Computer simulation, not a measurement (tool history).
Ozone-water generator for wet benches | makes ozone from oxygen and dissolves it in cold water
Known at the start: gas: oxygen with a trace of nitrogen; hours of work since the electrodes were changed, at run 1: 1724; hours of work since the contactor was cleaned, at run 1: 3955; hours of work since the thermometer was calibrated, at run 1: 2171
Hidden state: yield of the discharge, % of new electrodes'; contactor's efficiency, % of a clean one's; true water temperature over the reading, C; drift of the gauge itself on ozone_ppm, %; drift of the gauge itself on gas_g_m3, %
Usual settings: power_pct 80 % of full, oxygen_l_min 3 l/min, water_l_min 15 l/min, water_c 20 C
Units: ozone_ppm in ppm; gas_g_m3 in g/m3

run	day	power_pct	oxygen_l_min	water_l_min	water_c	hours of work since the electrodes were changed	hours of work since the contactor was cleaned	hours of work since the thermometer was calibrated	ozone_ppm	gas_g_m3
1	0	80	3	15	20	1724	3955	2171	20.3	232.6
2	0.854	80	3	15	20	1744	3975	2191	20.5	232.8
3	1.817	80	3.91	15	20	1766	3998	2214	21.1	206.6
4	3.267	80	3.91	15	20	1800	4032	2248	21.2	205.7
5	4.292	80	3.73	15	20	1824	4056	2272	21	210.8
6	5.112	80	3.73	15	20	1844	4075	2291	20.9	211
# day 6.196: contactor cleaned
7	6.988	80	3.73	15	20	1884	19	2331	21.7	209.9
8	8.488	80	3	15	20	1919	54	2367	20.8	230.4
9	9.821	80	3	15	20	1951	85	2398	21.4	230.1
10	11.483	80	3	15	20	1990	124	2437	20.9	228.9
11	13.038	80	3	15	20	2026	161	2474	21.1	231.3
12	14.579	80	3	15	20	2062	197	2510	20.8	231.4
13	16.246	80	3	13	20	2102	236	2549	23.5	228.7
14	17.871	80	3	15	19	2140	275	2587	21.5	228.7
15	19.412	80	3	10	19	2176	311	2623	29.2	229.5
16	20.383	80	3	15	20	2199	334	2646	20.8	228.7
17	21.438	80	3	24	25	2224	358	2671	12.6	228.3
18	22.296	80	3	24	25	2244	379	2691	12.5	231.1
19	23.108	80	3	24	20	2263	398	2710	13.1	228
20	24.721	80	3.11	15	20	2301	436	2748	21	224
21	26.412	80	3	11	20	2341	475	2788	27	228
22	27.771	80	3	11	20	2373	507	2820	26.9	227.5
23	28.892	80	3	11	20	2399	534	2846	26.3	226.2
24	30.029	80	3.23	11	19	2426	560	2873	27.2	219.8
25	31.6	80	3.23	11	19	2463	597	2910	26.9	220.7
26	32.562	98	3	13	20	2485	620	2933	26.3	254.7
27	33.8	55	3	10	12	2515	649	2962	26.2	185.5
28	34.875	55	3	10	12	2540	674	2987	26	183.9
29	35.767	43	2.07	15	20	2561	695	3008	13.5	192
30	37.542	43	2.07	15	20	2603	737	3050	13.6	188.9
31	38.333	43	2.07	15	20	2621	756	3068	13.7	192.2
32	39.675	99	2.07	15	21	2653	787	3100	21.1	300

Forecast each of these 3 alternatives for the next run:
A	40.558	99	2.07	15	12	2673	808	3121	?	?
B	40.558	42	3	15	20	2673	808	3121	?	?
C	40.558	99	4.6	15	15	2673	808	3121	?	?

run	ozone_ppm	gas_g_m3
A	23.2	300
B	14.3	159.7
C	26.3	210.4
Without the tool's hidden state the same runs would have given:
run	ozone_ppm	gas_g_m3
A	25.4	323.5
B	15.2	167
C	28.8	226.8
